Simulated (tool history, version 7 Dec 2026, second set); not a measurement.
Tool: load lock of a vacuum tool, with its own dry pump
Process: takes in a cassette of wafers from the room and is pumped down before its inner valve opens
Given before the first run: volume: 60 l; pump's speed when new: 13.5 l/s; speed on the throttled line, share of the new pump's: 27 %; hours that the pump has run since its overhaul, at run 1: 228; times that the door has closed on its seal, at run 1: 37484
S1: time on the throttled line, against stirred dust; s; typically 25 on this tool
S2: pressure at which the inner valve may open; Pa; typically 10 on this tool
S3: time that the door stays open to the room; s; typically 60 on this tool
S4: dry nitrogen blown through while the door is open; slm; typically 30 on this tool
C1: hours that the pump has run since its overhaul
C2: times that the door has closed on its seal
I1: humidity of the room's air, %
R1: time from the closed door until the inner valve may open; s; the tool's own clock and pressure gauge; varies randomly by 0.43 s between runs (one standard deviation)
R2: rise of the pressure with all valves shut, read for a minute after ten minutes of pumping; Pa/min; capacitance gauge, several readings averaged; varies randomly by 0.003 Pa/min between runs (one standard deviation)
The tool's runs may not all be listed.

Run 1, hour 0: usual settings; C1 228; C2 37484; I1 47.5. Result: R1 60.1 s, R2 0.2 Pa/min.
Run 2, hour 109.1: usual settings; C1 337; C2 37874; I1 45.8. Result: R1 60.2 s, R2 0.205 Pa/min.
Run 3, hour 177.5: usual settings but S2 17 Pa; C1 405; C2 38117; I1 46. Result: R1 57.4 s, R2 0.205 Pa/min.
Run 4, hour 273.6: usual settings but S2 17 Pa; C1 501; C2 38460; I1 43.9. Result: R1 57.5 s, R2 0.208 Pa/min.
Run 5, hour 389.7: usual settings but S2 17 Pa; C1 617; C2 38874; I1 47.6. Result: R1 56.5 s, R2 0.206 Pa/min.
Run 6, hour 493.4: usual settings but S2 17 Pa; C1 721; C2 39244; I1 46.7. Result: R1 58 s, R2 0.213 Pa/min.
Run 7, hour 581.3: usual settings but S2 17 Pa; C1 809; C2 39558; I1 47.6. Result: R1 57.5 s, R2 0.211 Pa/min.
Run 8, hour 660.2: usual settings but S2 17 Pa; C1 888; C2 39839; I1 45.2. Result: R1 58 s, R2 0.214 Pa/min.
Run 9, hour 755.9: usual settings but S2 17 Pa; C1 984; C2 40181; I1 46.4. Result: R1 57.5 s, R2 0.216 Pa/min.
Run 10, hour 814.5: usual settings but S1 18 s, S2 9 Pa, S3 196 s; C1 1042; C2 40389; I1 44.9. Result: R1 55.8 s, R2 0.23 Pa/min.
Run 11, hour 899.9: usual settings but S1 42 s, S2 12 Pa, S3 42 s; C1 1128; C2 40694; I1 45.1. Result: R1 71.8 s, R2 0.219 Pa/min.
Run 12, hour 1011.4: usual settings but S1 42 s, S2 12 Pa, S3 42 s; C1 1239; C2 41092; I1 47.4. Result: R1 71.6 s, R2 0.23 Pa/min.
Run 13, hour 1086.5: usual settings but S1 30 s, S2 9 Pa, S3 31 s, S4 42 slm; C1 1314; C2 41360; I1 43.4. Result: R1 64.4 s, R2 0.221 Pa/min.

Forecast each of these 4 alternatives for the next run:
Run A, hour 1145.9: usual settings but S1 30 s, S2 11 Pa, S3 31 s, S4 12 slm; C1 1374; C2 41571; I1 44.9. Result: R1 ?, R2 ?.
Run B, hour 1145.9: usual settings but S3 27 s; C1 1374; C2 41571; I1 45.1. Result: R1 ?, R2 ?.
Run C, hour 1145.9: usual settings but S1 30 s, S2 19 Pa, S3 41 s, S4 36 slm; C1 1374; C2 41571; I1 44.9. Result: R1 ?, R2 ?.
Run D, hour 1145.9: usual settings but S4 12 slm; C1 1374; C2 41571; I1 41.5. Result: R1 ?, R2 ?.

run    R1     R2
  A  63.4  0.229
  B  59.8  0.228
  C  61.3  0.237
  D  60.2  0.237
Take away the tool's hidden state, keep each run's random variation, and the runs would have read:
run    R1     R2
  A  62.9  0.011
  B  59.3  0.006
  C  60.8  0.015
  D  59.6  0.015
